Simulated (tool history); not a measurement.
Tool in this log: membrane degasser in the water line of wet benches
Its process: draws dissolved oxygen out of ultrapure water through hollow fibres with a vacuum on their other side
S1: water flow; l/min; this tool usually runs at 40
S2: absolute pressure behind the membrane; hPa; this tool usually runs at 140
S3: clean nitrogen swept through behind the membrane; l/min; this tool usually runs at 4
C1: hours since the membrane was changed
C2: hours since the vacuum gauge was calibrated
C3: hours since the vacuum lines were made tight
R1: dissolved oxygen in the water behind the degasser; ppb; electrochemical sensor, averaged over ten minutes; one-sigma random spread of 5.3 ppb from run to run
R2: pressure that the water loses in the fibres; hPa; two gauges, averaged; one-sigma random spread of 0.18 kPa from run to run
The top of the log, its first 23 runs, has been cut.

| run | hour | S1 | S2 | S3 | C1 | C2 | C3 | R1 | R2 |
|---|---|---|---|---|---|---|---|---|---|
| 24 | 899 | 43 | 140 | 4 | 2618 | 160 | 10602 | 588.8 | 341.4 |
| 25 | 929.4 | 28 | 92 | 9.13 | 2649 | 190 | 10632 | 202.5 | 219.2 |
| 26 | 966.7 | 58 | 110 | 5.54 | 2686 | 227 | 10670 | 713.1 | 462.9 |
| 27 | 994.3 | 33 | 158 | 1.72 | 2714 | 255 | 10697 | 703.2 | 262.9 |
| 28 | 1031 | 33 | 158 | 1.72 | 2750 | 292 | 10734 | 712.8 | 260.1 |
| 29 | 1068.4 | 33 | 158 | 1.72 | 2788 | 329 | 10771 | 718.2 | 260.3 |
| 30 | 1106 | 33 | 158 | 1.72 | 2825 | 367 | 10809 | 700.6 | 260.4 |
| 31 | 1147.1 | 33 | 158 | 1.72 | 2866 | 408 | 10850 | 721.5 | 263.5 |
| 32 | 1189.6 | 53 | 154 | 2.44 | 2909 | 450 | 10893 | 972 | 422.1 |
| 33 | 1229 | 60 | 299 | 11.96 | 2948 | 490 | 10932 | 841.8 | 480 |

Here are 3 independent what-if runs from the current tool condition. What would each one return?
| A | 1254 | 40 | 222 | 4 | 2973 | 515 | 10957 | ? | ? |
| B | 1254 | 50 | 294 | 2.96 | 2973 | 515 | 10957 | ? | ? |
| C | 1254 | 60 | 117 | 9.94 | 2973 | 515 | 10957 | ? | ? |

| run | R1 | R2 |
|---|---|---|
| A | 714.6 | 317.8 |
| B | 1270.4 | 395.7 |
| C | 675.6 | 478.4 |
Stripped of hidden state, with their random variation kept, the same runs would have yielded:
| run | R1 | R2 |
|---|---|---|
| A | 699.4 | 313.1 |
| B | 1252.7 | 389.9 |
| C | 653.7 | 471.3 |

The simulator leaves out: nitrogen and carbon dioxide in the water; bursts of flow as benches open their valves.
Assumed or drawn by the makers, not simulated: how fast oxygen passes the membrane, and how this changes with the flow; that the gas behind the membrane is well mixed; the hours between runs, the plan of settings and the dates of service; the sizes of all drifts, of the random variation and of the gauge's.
